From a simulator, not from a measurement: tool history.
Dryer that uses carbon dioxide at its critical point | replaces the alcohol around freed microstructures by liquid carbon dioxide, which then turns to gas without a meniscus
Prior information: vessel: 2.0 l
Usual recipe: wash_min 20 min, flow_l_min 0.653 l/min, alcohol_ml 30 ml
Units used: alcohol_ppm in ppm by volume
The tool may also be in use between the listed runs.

run 1 hour=0 | wash_min=20 flow_l_min=0.653 alcohol_ml=30 | alcohol_ppm=96
run 2 hour=14.9 | wash_min=20 flow_l_min=0.653 alcohol_ml=30 | alcohol_ppm=97
run 3 hour=28 | wash_min=20 flow_l_min=0.653 alcohol_ml=30 | alcohol_ppm=113
run 4 hour=41.3 | wash_min=20 flow_l_min=0.535 alcohol_ml=30 | alcohol_ppm=194
run 5 hour=49.5 | wash_min=20 flow_l_min=0.535 alcohol_ml=30 | alcohol_ppm=204
run 6 hour=64.3 | wash_min=20 flow_l_min=0.653 alcohol_ml=43 | alcohol_ppm=140
run 7 hour=73.3 | wash_min=20 flow_l_min=0.653 alcohol_ml=43 | alcohol_ppm=129
run 8 hour=85.1 | wash_min=20 flow_l_min=0.653 alcohol_ml=43 | alcohol_ppm=143
run 9 hour=93.3 | wash_min=20 flow_l_min=0.49 alcohol_ml=30 | alcohol_ppm=274
run 10 hour=107.8 | wash_min=20 flow_l_min=0.528 alcohol_ml=30 | alcohol_ppm=218
run 11 hour=115.5 | wash_min=20 flow_l_min=0.528 alcohol_ml=30 | alcohol_ppm=219

Forecast each of these 4 alternatives for the next run:
run A hour=123.6 | wash_min=31 flow_l_min=0.555 alcohol_ml=30 | alcohol_ppm=?
run B hour=123.6 | wash_min=20 flow_l_min=0.559 alcohol_ml=81 | alcohol_ppm=?
run C hour=123.6 | wash_min=13 flow_l_min=0.397 alcohol_ml=67 | alcohol_ppm=?
run D hour=123.6 | wash_min=28 flow_l_min=0.653 alcohol_ml=85 | alcohol_ppm=?

run=A alcohol_ppm=92
run=B alcohol_ppm=362
run=C alcohol_ppm=3384
run=D alcohol_ppm=82
Without the tool's hidden state the same runs would have given:
run=A alcohol_ppm=24
run=B alcohol_ppm=263
run=C alcohol_ppm=3141
run=D alcohol_ppm=12

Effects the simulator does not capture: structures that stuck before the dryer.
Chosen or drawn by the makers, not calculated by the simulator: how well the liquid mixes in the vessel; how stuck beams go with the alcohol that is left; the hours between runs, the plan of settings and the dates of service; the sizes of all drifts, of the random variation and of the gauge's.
